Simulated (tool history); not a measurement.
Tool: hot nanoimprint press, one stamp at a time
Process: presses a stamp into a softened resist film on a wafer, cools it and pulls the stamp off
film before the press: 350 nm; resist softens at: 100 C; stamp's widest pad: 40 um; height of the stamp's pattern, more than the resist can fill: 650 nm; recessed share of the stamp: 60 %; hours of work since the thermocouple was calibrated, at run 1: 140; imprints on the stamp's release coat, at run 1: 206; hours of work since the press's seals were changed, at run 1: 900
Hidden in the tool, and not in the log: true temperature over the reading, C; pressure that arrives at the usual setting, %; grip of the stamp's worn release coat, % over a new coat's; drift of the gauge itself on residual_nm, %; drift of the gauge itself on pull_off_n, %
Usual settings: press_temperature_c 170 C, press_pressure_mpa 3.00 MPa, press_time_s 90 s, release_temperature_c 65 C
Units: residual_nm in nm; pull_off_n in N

run,day,press_temperature_c,press_pressure_mpa,press_time_s,release_temperature_c,hours of work since the thermocouple was calibrated,imprints on the stamp's release coat,hours of work since the press's seals were changed,residual_nm,pull_off_n
1,0.000,170,3.00,90,65,140,206,900,153.4,117
2,1.504,170,2.42,90,65,160,283,921,166.7,118
3,2.754,170,2.42,90,65,177,348,938,167.7,121
4,4.367,170,2.42,90,65,199,431,960,168.5,121
# day 4.904: press's hydraulic seals changed and the load cell set to zero
5,6.196,170,3.00,90,65,219,508,18,153.6,121
6,7.471,170,3.00,90,65,236,573,35,151.9,121
7,8.783,170,3.00,63,65,254,641,53,175.4,118
8,9.562,170,3.00,63,65,265,681,63,174.2,122
9,10.375,170,2.57,63,65,276,723,74,184.6,125
# day 10.642: plate thermocouple calibrated
10,11.408,170,3.00,90,65,10,769,87,146.7,119
11,12.288,170,3.00,54,65,22,814,98,178.3,117
12,13.917,170,3.00,54,65,44,898,121,178.7,124
13,15.079,170,3.00,54,65,60,958,136,176.9,121
14,15.992,170,3.00,54,65,73,1005,149,177.8,122
15,17.554,170,3.00,54,65,94,1085,170,178.3,123
16,19.100,170,3.00,54,65,115,1165,191,178.2,127
17,20.017,170,3.00,54,65,127,1212,203,178.7,127
18,21.183,170,3.00,149,65,143,1272,219,120.4,126
19,22.796,170,3.00,149,65,165,1355,241,122.2,126

Run 20 comes next. What will it give?
20,24.029,170,3.00,149,65,182,1418,258,?,?

Run 20 gave residual_nm 121.4 nm, pull_off_n 128 N.
Without the tool's hidden state the same run would have given residual_nm 119.1 nm, pull_off_n 114 N.

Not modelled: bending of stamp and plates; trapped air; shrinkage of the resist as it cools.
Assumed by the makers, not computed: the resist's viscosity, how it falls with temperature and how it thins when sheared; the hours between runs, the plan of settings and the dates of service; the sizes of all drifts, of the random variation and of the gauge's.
